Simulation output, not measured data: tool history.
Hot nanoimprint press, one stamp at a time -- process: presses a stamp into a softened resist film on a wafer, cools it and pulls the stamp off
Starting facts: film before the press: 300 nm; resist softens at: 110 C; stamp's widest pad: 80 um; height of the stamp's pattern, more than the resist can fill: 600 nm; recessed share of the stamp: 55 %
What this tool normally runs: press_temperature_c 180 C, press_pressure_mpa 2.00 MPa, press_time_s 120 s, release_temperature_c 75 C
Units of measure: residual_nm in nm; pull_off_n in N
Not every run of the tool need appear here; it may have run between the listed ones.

run	hour	press_temperature_c	press_pressure_mpa	press_time_s	release_temperature_c	residual_nm	pull_off_n
1	0.0	180	2.00	120	75	116.6	172
2	15.4	180	2.00	120	83	115.6	143
3	26.5	180	2.00	120	75	116.4	183
4	40.0	180	1.74	120	75	126.7	178
5	59.4	180	1.74	120	75	126.1	180
6	76.9	185	2.00	120	75	102.1	177
7	85.1	185	1.40	222	81	102.8	149
8	93.3	169	1.73	135	81	166.4	148
9	107.0	169	1.73	135	81	166.4	150
10	124.2	180	2.00	120	70	116.3	206
11	132.3	180	1.68	113	70	131.5	214
# hour 142.9: stamp cleaned and given a new release coat
12	155.9	180	1.61	139	70	126.4	201

Branching from run 12: 4 alternative next runs. What would each branch give?
A	168.6	180	2.20	119	70	?	?
B	168.6	189	3.00	120	75	?	?
C	168.6	180	2.19	139	70	?	?
D	168.6	173	2.00	120	75	?	?

run	residual_nm	pull_off_n
A	110.5	196
B	71.6	181
C	104.5	201
D	141.9	178
Had the tool no hidden state, the same runs would have come out as:
run	residual_nm	pull_off_n
A	110.5	196
B	71.5	181
C	104.5	201
D	141.9	178
